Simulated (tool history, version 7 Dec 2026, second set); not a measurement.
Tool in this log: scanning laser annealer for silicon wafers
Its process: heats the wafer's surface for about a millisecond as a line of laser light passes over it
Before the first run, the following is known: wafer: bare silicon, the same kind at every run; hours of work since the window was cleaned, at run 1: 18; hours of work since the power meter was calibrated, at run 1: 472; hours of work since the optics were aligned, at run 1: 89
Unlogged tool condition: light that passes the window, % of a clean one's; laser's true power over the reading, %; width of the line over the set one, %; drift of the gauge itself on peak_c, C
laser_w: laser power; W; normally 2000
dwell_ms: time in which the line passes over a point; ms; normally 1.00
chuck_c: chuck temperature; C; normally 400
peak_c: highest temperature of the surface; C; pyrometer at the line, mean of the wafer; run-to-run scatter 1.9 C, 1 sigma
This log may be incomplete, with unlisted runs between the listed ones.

run	hour	laser_w	dwell_ms	chuck_c	hours of work since the window was cleaned	hours of work since the power meter was calibrated	hours of work since the optics were aligned	peak_c
1	0.0	2000	1.00	400	18	472	89	1226
2	39.4	2000	1.00	400	48	502	119	1230
3	85.9	1773	1.00	400	83	537	154	1123
4	136.2	1773	1.00	400	121	575	193	1120
5	161.7	1773	1.00	400	140	594	212	1121
6	185.4	2000	1.00	400	158	612	230	1227
7	214.5	2000	1.10	400	180	634	252	1259
8	267.5	2000	1.10	400	220	674	292	1261
9	302.8	2000	1.10	400	247	701	319	1259
10	338.3	2000	1.10	400	274	728	346	1261
11	389.1	2111	0.86	433	312	766	384	1253
12	427.4	2111	0.86	433	341	795	413	1250
13	455.1	2111	0.86	433	362	816	434	1245
14	500.5	1722	1.04	427	397	851	468	1135
15	545.4	1722	0.78	427	431	885	502	1047
16	577.6	2025	1.17	427	455	909	527	1318
17	610.3	2075	1.14	433	480	934	551	1339
18	656.5	2075	1.14	433	515	969	586	1340
19	696.2	1996	0.98	396	545	999	616	1203
20	723.3	1930	0.73	400	565	1019	637	1079

Here are 4 independent what-if runs from the current tool condition. What would each one return?
A	765.5	2016	0.74	392	597	1051	669	?
B	765.5	1996	1.00	400	597	1051	669	?
C	765.5	1940	0.75	400	597	1051	669	?
D	765.5	1930	0.73	371	597	1051	669	?

run	peak_c
A	1109
B	1214
C	1093
D	1052
Without the tool's hidden state the same runs would have given:
run	peak_c
A	1121
B	1228
C	1105
D	1063

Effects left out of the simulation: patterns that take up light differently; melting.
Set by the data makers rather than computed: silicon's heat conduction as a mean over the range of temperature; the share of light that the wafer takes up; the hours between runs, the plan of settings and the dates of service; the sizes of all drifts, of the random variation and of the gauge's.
